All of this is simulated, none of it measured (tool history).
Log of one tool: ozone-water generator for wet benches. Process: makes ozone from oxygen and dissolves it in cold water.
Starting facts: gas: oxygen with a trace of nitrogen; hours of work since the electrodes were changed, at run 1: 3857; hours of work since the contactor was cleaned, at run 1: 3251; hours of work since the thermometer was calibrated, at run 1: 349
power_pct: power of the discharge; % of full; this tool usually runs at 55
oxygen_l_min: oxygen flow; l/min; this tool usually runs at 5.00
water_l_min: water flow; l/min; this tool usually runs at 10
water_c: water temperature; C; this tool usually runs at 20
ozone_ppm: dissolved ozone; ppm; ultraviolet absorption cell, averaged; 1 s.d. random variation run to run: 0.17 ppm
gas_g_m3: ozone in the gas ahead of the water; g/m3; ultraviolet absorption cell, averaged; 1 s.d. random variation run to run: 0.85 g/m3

run,hour,power_pct,oxygen_l_min,water_l_min,water_c,hours of work since the electrodes were changed,hours of work since the contactor was cleaned,hours of work since the thermometer was calibrated,ozone_ppm,gas_g_m3
1,0.0,55,5.00,10,20,3857,3251,349,20.9,132.4
2,165.7,94,5.00,10,20,3968,3362,460,33.5,211.8
3,379.5,44,5.00,10,20,4112,3506,604,17.3,108.3
4,584.4,55,4.10,10,20,4249,3643,741,21.2,145.3
5,754.8,43,5.00,10,20,4363,3758,856,17.1,106.5
6,883.6,81,5.00,10,20,4450,3844,942,29.2,183.8
7,1032.9,55,5.00,8,20,4550,3944,1042,23.1,130.8
8,1247.3,55,5.00,8,20,4694,4088,1186,23.2,130.0
9,1415.5,55,5.00,10,20,4807,4201,1299,20.9,130.7
10,1606.1,55,5.00,6,20,4935,4329,1427,25.6,129.6
11,1724.8,55,7.58,6,20,5015,4409,1507,23.4,107.4
12,1906.1,55,5.00,10,20,5136,4531,1629,20.5,130.6
# hour 2037.3: contactor cleaned
13,2110.1,55,5.00,10,20,5271,49,1763,20.5,129.3
14,2258.1,55,5.00,10,20,5370,148,1862,20.7,129.4
15,2392.0,55,5.00,10,20,5460,238,1952,20.6,129.8
16,2499.9,55,5.00,10,20,5532,311,2025,20.7,129.1
17,2599.2,55,5.21,13,25,5599,377,2091,16.1,125.7
18,2778.7,49,4.12,10,20,5720,498,2212,18.9,128.1
# hour 2799.2: water thermometer calibrated
19,2923.8,55,3.81,9,12,5817,595,84,25.4,146.6
20,3107.7,55,3.81,9,12,5940,718,207,25.6,145.2
21,3297.5,55,3.81,9,12,6068,846,335,25.3,148.2
22,3426.5,46,3.41,10,20,6154,932,421,17.8,132.1
23,3632.8,70,7.69,10,25,6293,1071,560,20.7,126.9
24,3753.2,55,5.00,15,14,6373,1152,641,17.8,128.0
# hour 3817.2: water thermometer calibrated, once more
25,3955.1,55,5.00,15,14,6509,1287,93,17.5,128.7
26,4046.5,55,5.00,15,14,6570,1348,154,17.8,127.5
27,4214.1,55,5.00,14,20,6683,1461,266,16.9,128.7
28,4327.4,94,4.93,12,15,6759,1537,343,31.2,200.1
29,4414.2,53,7.01,14,28,6817,1595,401,13.5,104.6
30,4609.8,53,7.01,14,27,6948,1726,532,13.6,105.0
31,4733.6,53,7.01,14,27,7031,1809,615,13.4,104.0
32,4830.1,53,4.54,10,20,7096,1874,680,19.8,130.0

Alternative continuations, all from the tool just after run 32; predict every row:
A,5034.6,87,5.00,8,20,7233,2012,817,?,?
B,5034.6,41,4.54,10,20,7233,2012,817,?,?
C,5034.6,67,6.32,10,14,7233,2012,817,?,?

run,ozone_ppm,gas_g_m3
A,32.4,185.7
B,15.8,104.9
C,25.9,132.4
Take away the tool's hidden state, keep each run's random variation, and the runs would have read:
run,ozone_ppm,gas_g_m3
A,37.5,212.4
B,17.0,111.4
C,29.2,147.7
